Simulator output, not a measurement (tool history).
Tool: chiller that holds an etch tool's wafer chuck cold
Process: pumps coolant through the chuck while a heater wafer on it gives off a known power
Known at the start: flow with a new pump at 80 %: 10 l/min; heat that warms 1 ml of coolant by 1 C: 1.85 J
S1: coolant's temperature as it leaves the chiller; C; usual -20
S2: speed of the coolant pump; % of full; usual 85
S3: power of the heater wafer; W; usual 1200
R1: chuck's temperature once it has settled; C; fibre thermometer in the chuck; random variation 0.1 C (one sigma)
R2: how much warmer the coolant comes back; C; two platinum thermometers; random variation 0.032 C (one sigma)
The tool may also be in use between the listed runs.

{"run": 1, "hour": 0.0, "S1": -20, "S2": 85, "S3": 1200, "R1": -9.6, "R2": 3.87}
{"run": 2, "hour": 165.9, "S1": -20, "S2": 95, "S3": 1200, "R1": -10.2, "R2": 3.5}
{"run": 3, "hour": 305.8, "S1": -20, "S2": 95, "S3": 1200, "R1": -10, "R2": 3.51}
{"run": 4, "hour": 414.8, "S1": -20, "S2": 95, "S3": 1200, "R1": -10.3, "R2": 3.47}
{"run": 5, "hour": 544.1, "S1": -20, "S2": 95, "S3": 1200, "R1": -10.3, "R2": 3.51}
{"run": 6, "hour": 700.6, "S1": -20, "S2": 95, "S3": 1200, "R1": -10.1, "R2": 3.5}
{"run": 7, "hour": 836.8, "S1": -20, "S2": 95, "S3": 1200, "R1": -10.1, "R2": 3.51}
{"run": 8, "hour": 916.1, "S1": -20, "S2": 95, "S3": 1200, "R1": -10.1, "R2": 3.5}
{"run": 9, "hour": 1059.9, "S1": -20, "S2": 95, "S3": 1200, "R1": -10, "R2": 3.48}
{"run": 10, "hour": 1153.4, "S1": -20, "S2": 95, "S3": 1200, "R1": -10, "R2": 3.49}
{"hour": 1174.8, "done": "coolant changed, channels flushed"}
{"run": 11, "hour": 1307.2, "S1": -20, "S2": 95, "S3": 1200, "R1": -10.6, "R2": 3.49}
{"hour": 1447.3, "done": "chiller's thermometer calibrated"}
{"run": 12, "hour": 1475.7, "S1": -20, "S2": 95, "S3": 1200, "R1": -11.1, "R2": 3.42}
{"run": 13, "hour": 1606.3, "S1": -25, "S2": 85, "S3": 1200, "R1": -15, "R2": 3.95}
{"run": 14, "hour": 1731.6, "S1": -25, "S2": 85, "S3": 1200, "R1": -15.2, "R2": 3.96}
{"run": 15, "hour": 1887.9, "S1": -25, "S2": 85, "S3": 1152, "R1": -15.5, "R2": 3.78}
{"run": 16, "hour": 2042.7, "S1": -16, "S2": 72, "S3": 1434, "R1": -2.7, "R2": 5.62}
{"hour": 2058.3, "done": "coolant pump overhauled"}
{"run": 17, "hour": 2138.5, "S1": -20, "S2": 89, "S3": 1200, "R1": -10.1, "R2": 3.91}
{"run": 18, "hour": 2304.6, "S1": -20, "S2": 89, "S3": 1200, "R1": -10, "R2": 3.95}
{"run": 19, "hour": 2461.1, "S1": -20, "S2": 89, "S3": 1200, "R1": -10.2, "R2": 3.96}
{"run": 20, "hour": 2606.1, "S1": -13, "S2": 89, "S3": 654, "R1": -7.6, "R2": 2.11}
{"run": 21, "hour": 2771.3, "S1": -13, "S2": 89, "S3": 654, "R1": -7.5, "R2": 2.19}
{"hour": 2812.9, "done": "coolant pump overhauled, once more"}
{"run": 22, "hour": 2866.2, "S1": -13, "S2": 89, "S3": 654, "R1": -7.7, "R2": 1.91}
{"run": 23, "hour": 3030.4, "S1": -20, "S2": 71, "S3": 1200, "R1": -9.3, "R2": 4.45}
{"run": 24, "hour": 3196.4, "S1": -20, "S2": 85, "S3": 1248, "R1": -9.9, "R2": 3.84}
{"run": 25, "hour": 3360.1, "S1": -20, "S2": 85, "S3": 1248, "R1": -10, "R2": 3.81}
{"run": 26, "hour": 3493.7, "S1": -21, "S2": 98, "S3": 644, "R1": -16.3, "R2": 1.69}

5 ways to go on from here, each from the tool as it stands after run 26. What would each give?
{"run": "A", "hour": 3661.3, "S1": -20, "S2": 85, "S3": 921, "R1": "?", "R2": "?"}
{"run": "B", "hour": 3661.3, "S1": -24, "S2": 62, "S3": 718, "R1": "?", "R2": "?"}
{"run": "C", "hour": 3661.3, "S1": -28, "S2": 98, "S3": 1235, "R1": "?", "R2": "?"}
{"run": "D", "hour": 3661.3, "S1": -21, "S2": 88, "S3": 644, "R1": "?", "R2": "?"}
{"run": "E", "hour": 3661.3, "S1": -26, "S2": 62, "S3": 1079, "R1": "?", "R2": "?"}

run=A R1=-12.5 R2=2.85
run=B R1=-16.8 R2=3.1
run=C R1=-18.9 R2=3.35
run=D R1=-15.8 R2=1.92
run=E R1=-15.5 R2=4.64
Without the tool's hidden state the same runs would have given:
run=A R1=-12.9 R2=2.81
run=B R1=-17.2 R2=3.05
run=C R1=-19.3 R2=3.3
run=D R1=-16.2 R2=1.89
run=E R1=-16 R2=4.58
